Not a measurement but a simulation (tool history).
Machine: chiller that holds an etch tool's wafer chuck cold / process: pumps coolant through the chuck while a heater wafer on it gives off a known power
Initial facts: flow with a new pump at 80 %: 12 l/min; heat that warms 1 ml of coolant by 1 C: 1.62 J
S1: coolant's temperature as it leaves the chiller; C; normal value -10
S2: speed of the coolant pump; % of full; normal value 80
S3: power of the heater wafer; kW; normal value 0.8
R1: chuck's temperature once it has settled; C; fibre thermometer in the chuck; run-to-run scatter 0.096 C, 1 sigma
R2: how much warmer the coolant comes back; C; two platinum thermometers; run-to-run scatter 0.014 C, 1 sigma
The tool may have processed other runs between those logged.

{"run": 1, "hour": 0.0, "S1": -10, "S2": 80, "S3": 0.8, "R1": -2.6, "R2": 2.55}
{"hour": 9.8, "done": "chiller's thermometer calibrated"}
{"run": 2, "hour": 23.5, "S1": -10, "S2": 80, "S3": 0.8, "R1": -2.95, "R2": 2.55}
{"run": 3, "hour": 67.4, "S1": -10, "S2": 80, "S3": 0.8, "R1": -2.78, "R2": 2.55}
{"run": 4, "hour": 89.8, "S1": -10, "S2": 68, "S3": 0.8, "R1": -1.9, "R2": 3.04}
{"run": 5, "hour": 122.9, "S1": -6, "S2": 80, "S3": 0.8, "R1": 1.09, "R2": 2.55}
{"run": 6, "hour": 146.9, "S1": -6, "S2": 80, "S3": 0.8, "R1": 1, "R2": 2.59}
{"run": 7, "hour": 176.0, "S1": -6, "S2": 80, "S3": 0.8, "R1": 1.1, "R2": 2.57}
{"run": 8, "hour": 198.1, "S1": -6, "S2": 80, "S3": 0.8, "R1": 1.2, "R2": 2.57}
{"hour": 241.7, "done": "chiller's thermometer calibrated, once more"}
{"run": 9, "hour": 241.7, "S1": -6, "S2": 80, "S3": 0.8, "R1": 2.06, "R2": 2.56}
{"run": 10, "hour": 270.1, "S1": -6, "S2": 80, "S3": 0.8, "R1": 2.21, "R2": 2.56}
{"run": 11, "hour": 305.2, "S1": -6, "S2": 80, "S3": 0.8, "R1": 2.27, "R2": 2.59}
{"run": 12, "hour": 346.3, "S1": -6, "S2": 80, "S3": 0.8, "R1": 2.25, "R2": 2.57}
{"run": 13, "hour": 378.2, "S1": -6, "S2": 80, "S3": 0.8, "R1": 2.22, "R2": 2.59}
{"run": 14, "hour": 416.1, "S1": -10, "S2": 80, "S3": 0.8, "R1": -1.71, "R2": 2.57}
{"run": 15, "hour": 445.9, "S1": -10, "S2": 80, "S3": 0.8, "R1": -1.78, "R2": 2.58}
{"run": 16, "hour": 476.6, "S1": -10, "S2": 80, "S3": 0.8, "R1": -1.6, "R2": 2.59}
{"run": 17, "hour": 495.7, "S1": -6, "S2": 80, "S3": 0.8, "R1": 2.17, "R2": 2.56}
{"run": 18, "hour": 521.5, "S1": -3, "S2": 90, "S3": 0.901, "R1": 5.56, "R2": 2.57}
{"run": 19, "hour": 558.1, "S1": -9, "S2": 89, "S3": 0.969, "R1": 0.34, "R2": 2.83}
{"run": 20, "hour": 603.5, "S1": -10, "S2": 80, "S3": 0.938, "R1": -0.24, "R2": 3.02}
{"run": 21, "hour": 632.8, "S1": -10, "S2": 80, "S3": 0.938, "R1": -0.34, "R2": 3.05}
{"run": 22, "hour": 669.8, "S1": -10, "S2": 89, "S3": 0.894, "R1": -1.11, "R2": 2.6}
{"run": 23, "hour": 710.6, "S1": -3, "S2": 86, "S3": 0.848, "R1": 5.42, "R2": 2.56}
{"run": 24, "hour": 747.9, "S1": -3, "S2": 86, "S3": 0.848, "R1": 5.51, "R2": 2.58}
{"run": 25, "hour": 777.2, "S1": -3, "S2": 86, "S3": 0.848, "R1": 5.44, "R2": 2.56}
{"run": 26, "hour": 817.4, "S1": -11, "S2": 81, "S3": 0.926, "R1": -1.23, "R2": 3.01}
{"run": 27, "hour": 836.1, "S1": -11, "S2": 81, "S3": 0.926, "R1": -1.32, "R2": 2.98}
{"run": 28, "hour": 858.8, "S1": -3, "S2": 79, "S3": 0.906, "R1": 6.64, "R2": 2.99}
{"run": 29, "hour": 886.3, "S1": -16, "S2": 90, "S3": 0.604, "R1": -10.3, "R2": 1.75}
{"run": 30, "hour": 908.2, "S1": -16, "S2": 90, "S3": 0.604, "R1": -10.09, "R2": 1.76}
{"run": 31, "hour": 936.2, "S1": -16, "S2": 90, "S3": 0.604, "R1": -10.13, "R2": 1.74}

Hidden state or all else? Some run-to-run changes of R1, split into what the settings, what came in and random variation would give without the hidden state, and what is left for the hidden state (with any gauge scatter that isn't in both results):
The tool's hidden condition here consists of: heat passed by the chuck's channels, % of clean ones'; flow at a given pump speed, % of a new pump's; coolant's true temperature over the reading, C; drift of the gauge itself on chuck_c, C; drift of the gauge itself on warmer_back_c, C.
Run 1 -> 2: chiller's thermometer calibrated. R1 -0.35 C: hidden state -0.33, all else -0.02.
Run 8 -> 9: chiller's thermometer calibrated, once more. R1 +0.86 C: hidden state +1.01, all else -0.15.
Run 25 -> 26: S1 -3 -> -11, S2 86 -> 81, S3 0.848 -> 0.926. R1 -6.67 C: hidden state +0.24, all else -6.91.
Run 27 -> 28: S1 -11 -> -3, S2 81 -> 79, S3 0.926 -> 0.906. R1 +7.96 C: hidden state +0, all else +7.96.
Run 28 -> 29: S1 -3 -> -16, S2 79 -> 90, S3 0.906 -> 0.604. R1 -16.94 C: hidden state -0.7, all else -16.24.

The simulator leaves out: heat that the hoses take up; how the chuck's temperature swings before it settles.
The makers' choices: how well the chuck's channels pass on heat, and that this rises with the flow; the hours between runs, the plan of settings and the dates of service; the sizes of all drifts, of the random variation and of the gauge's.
